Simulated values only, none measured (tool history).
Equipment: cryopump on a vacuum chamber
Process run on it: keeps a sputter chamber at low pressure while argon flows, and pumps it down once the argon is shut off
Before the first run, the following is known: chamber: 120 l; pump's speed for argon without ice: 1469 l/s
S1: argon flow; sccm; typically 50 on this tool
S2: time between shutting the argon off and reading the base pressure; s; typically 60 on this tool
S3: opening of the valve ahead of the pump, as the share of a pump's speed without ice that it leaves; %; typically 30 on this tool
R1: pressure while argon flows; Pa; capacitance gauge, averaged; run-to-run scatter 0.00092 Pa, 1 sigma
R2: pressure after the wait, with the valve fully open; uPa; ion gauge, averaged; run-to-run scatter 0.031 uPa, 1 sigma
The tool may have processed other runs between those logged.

run	hour	S1	S2	S3	R1	R2
1	0.0	50	60	30	0.1943	2.66
2	23.3	50	60	30	0.1954	2.65
3	61.7	50	216	30	0.1963	1.74
4	106.7	50	60	30	0.1941	2.74
5	140.2	50	60	30	0.1955	2.77
6	185.5	95	60	30	0.3707	2.79
7	215.4	36	60	30	0.1415	2.76
8	245.2	55	60	30	0.2161	2.85
9	284.1	55	51	30	0.2156	3.19
10	325.5	51	60	30	0.2010	2.87
11	369.1	51	60	30	0.2022	3.05
12	404.2	51	60	30	0.2005	2.94
13	427.3	51	60	26	0.2310	3.03
14	446.9	39	37	35	0.1344	3.97
15	466.8	36	217	35	0.1211	2.09
16	493.3	48	34	25	0.2279	4.11
17	527.6	48	34	25	0.2277	4.14
18	546.9	48	34	25	0.2284	4.11
19	581.7	65	60	23	0.3362	3.16
20	628.0	65	60	23	0.3340	3.21
21	658.6	65	60	23	0.3361	3.23

Expected results for the next run?
22	691.7	65	33	24	?	?

R1: 0.3235 Pa
R2: 4.33 uPa
Had the tool carried no hidden state, the very same run would have given R1 0.3121 Pa, R2 2.67 uPa.

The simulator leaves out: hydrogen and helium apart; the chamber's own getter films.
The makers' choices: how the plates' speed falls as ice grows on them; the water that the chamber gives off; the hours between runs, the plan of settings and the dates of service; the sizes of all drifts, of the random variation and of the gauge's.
